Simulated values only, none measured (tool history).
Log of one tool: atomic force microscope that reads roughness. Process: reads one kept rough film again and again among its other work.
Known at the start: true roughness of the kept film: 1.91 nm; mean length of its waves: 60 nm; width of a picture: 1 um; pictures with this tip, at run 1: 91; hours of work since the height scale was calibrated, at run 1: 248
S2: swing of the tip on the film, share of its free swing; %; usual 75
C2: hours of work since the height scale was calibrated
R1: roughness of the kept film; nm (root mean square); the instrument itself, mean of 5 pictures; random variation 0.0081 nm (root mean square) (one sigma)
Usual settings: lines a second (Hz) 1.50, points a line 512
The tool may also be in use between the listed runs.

Run 1, hour 0.0: usual settings; pictures with this tip 91; C2 248. Result: R1 1.689 nm (root mean square).
At hour 5.2: new tip fitted.
Run 2, hour 8.7: usual settings; pictures with this tip 6; C2 253. Result: R1 1.752 nm (root mean square).
Run 3, hour 23.5: usual settings; pictures with this tip 29; C2 263. Result: R1 1.713 nm (root mean square).
Run 4, hour 35.7: usual settings; pictures with this tip 48; C2 271. Result: R1 1.712 nm (root mean square).
Run 5, hour 51.2: usual settings; pictures with this tip 72; C2 281. Result: R1 1.688 nm (root mean square).
Run 6, hour 65.4: usual settings but points a line 560; pictures with this tip 94; C2 290. Result: R1 1.694 nm (root mean square).
At hour 69.3: new tip fitted.
Run 7, hour 78.8: usual settings but S2 73 %; pictures with this tip 15; C2 299. Result: R1 1.751 nm (root mean square).
Run 8, hour 86.0: usual settings but S2 73 %; pictures with this tip 26; C2 303. Result: R1 1.739 nm (root mean square).
Run 9, hour 95.4: usual settings but lines a second (Hz) 1.39; pictures with this tip 41; C2 310. Result: R1 1.737 nm (root mean square).
Run 10, hour 108.5: usual settings but lines a second (Hz) 3.55; pictures with this tip 61; C2 318. Result: R1 1.546 nm (root mean square).
Run 11, hour 125.9: usual settings but S2 64 %; pictures with this tip 89; C2 330. Result: R1 1.740 nm (root mean square).
At hour 132.3: new tip fitted.
Run 12, hour 136.9: usual settings but S2 64 %; pictures with this tip 7; C2 336. Result: R1 1.816 nm (root mean square).
Run 13, hour 146.5: usual settings but lines a second (Hz) 1.40; pictures with this tip 22; C2 343. Result: R1 1.757 nm (root mean square).
Run 14, hour 153.9: usual settings but lines a second (Hz) 1.40; pictures with this tip 34; C2 348. Result: R1 1.728 nm (root mean square).
At hour 156.4: height scale calibrated on a step standard.
Run 15, hour 162.8: usual settings but lines a second (Hz) 1.40; pictures with this tip 46; C2 4. Result: R1 1.726 nm (root mean square).
Run 16, hour 170.2: usual settings but lines a second (Hz) 1.40; pictures with this tip 58; C2 9. Result: R1 1.717 nm (root mean square).
Run 17, hour 185.5: usual settings but lines a second (Hz) 1.40; pictures with this tip 81; C2 19. Result: R1 1.693 nm (root mean square).
At hour 196.3: new tip fitted.
Run 18, hour 201.5: usual settings but lines a second (Hz) 1.53, points a line 407; pictures with this tip 8; C2 29. Result: R1 1.750 nm (root mean square).
At hour 207.8: height scale calibrated on a step standard, once more.
Run 19, hour 219.5: usual settings but lines a second (Hz) 1.85, S2 69 %, points a line 749; pictures with this tip 34; C2 8. Result: R1 1.730 nm (root mean square).
Run 20, hour 235.6: usual settings but lines a second (Hz) 1.32, S2 83 %, points a line 388; pictures with this tip 59; C2 18. Result: R1 1.652 nm (root mean square).
Run 21, hour 249.9: usual settings but S2 89 %, points a line 867; pictures with this tip 82; C2 28. Result: R1 1.589 nm (root mean square).
At hour 261.7: new tip fitted.
Run 22, hour 266.9: usual settings but S2 89 %, points a line 557; pictures with this tip 8; C2 38. Result: R1 1.624 nm (root mean square).
Run 23, hour 279.5: usual settings but S2 89 %, points a line 557; pictures with this tip 28; C2 47. Result: R1 1.617 nm (root mean square).
Run 24, hour 288.2: usual settings but lines a second (Hz) 2.39, points a line 265; pictures with this tip 42; C2 52. Result: R1 1.640 nm (root mean square).
Run 25, hour 299.8: usual settings but lines a second (Hz) 2.39, S2 80 %, points a line 405; pictures with this tip 60; C2 60. Result: R1 1.594 nm (root mean square).
Run 26, hour 310.1: usual settings but lines a second (Hz) 2.39, S2 83 %, points a line 320; pictures with this tip 76; C2 67. Result: R1 1.548 nm (root mean square).
Run 27, hour 322.7: usual settings but lines a second (Hz) 1.53, S2 85 %, points a line 285; pictures with this tip 95; C2 75. Result: R1 1.606 nm (root mean square).
At hour 324.7: new tip fitted.
Run 28, hour 332.5: usual settings but lines a second (Hz) 0.61, S2 85 %, points a line 854; pictures with this tip 12; C2 81. Result: R1 1.776 nm (root mean square).
Run 29, hour 343.9: usual settings but lines a second (Hz) 2.12, points a line 304; pictures with this tip 30; C2 88. Result: R1 1.672 nm (root mean square).
Run 30, hour 358.7: usual settings but lines a second (Hz) 2.12, points a line 304; pictures with this tip 53; C2 98. Result: R1 1.664 nm (root mean square).
Run 31, hour 373.3: usual settings but lines a second (Hz) 2.54, points a line 371; pictures with this tip 76; C2 108. Result: R1 1.609 nm (root mean square).
Run 32, hour 384.2: usual settings but S2 61 %, points a line 269; pictures with this tip 93; C2 115. Result: R1 1.745 nm (root mean square).
At hour 388.8: new tip fitted.
Run 33, hour 400.7: usual settings but S2 61 %, points a line 269; pictures with this tip 19; C2 125. Result: R1 1.792 nm (root mean square).
Run 34, hour 414.8: usual settings but lines a second (Hz) 2.89, S2 83 %, points a line 522; pictures with this tip 41; C2 134. Result: R1 1.509 nm (root mean square).

5 ways to go on from here, each from the tool as it stands after run 34. What would each give?
Run A, hour 424.7: usual settings but lines a second (Hz) 0.96; pictures with this tip 56; C2 141. Result: R1 ?.
Run B, hour 424.7: usual settings but lines a second (Hz) 1.80; pictures with this tip 56; C2 141. Result: R1 ?.
Run C, hour 424.7: usual settings but lines a second (Hz) 1.24, S2 61 %, points a line 564; pictures with this tip 56; C2 141. Result: R1 ?.
Run D, hour 424.7: usual settings but lines a second (Hz) 1.19, S2 69 %, points a line 664; pictures with this tip 56; C2 141. Result: R1 ?.
Run E, hour 424.7: usual settings but lines a second (Hz) 1.72, S2 82 %, points a line 522; pictures with this tip 56; C2 141. Result: R1 ?.

run     R1
  A  1.752
  B  1.696
  C  1.795
  D  1.770
  E  1.637
Without the tool's hidden state the same runs would have given:
run     R1
  A  1.795
  B  1.738
  C  1.839
  D  1.814
  E  1.678
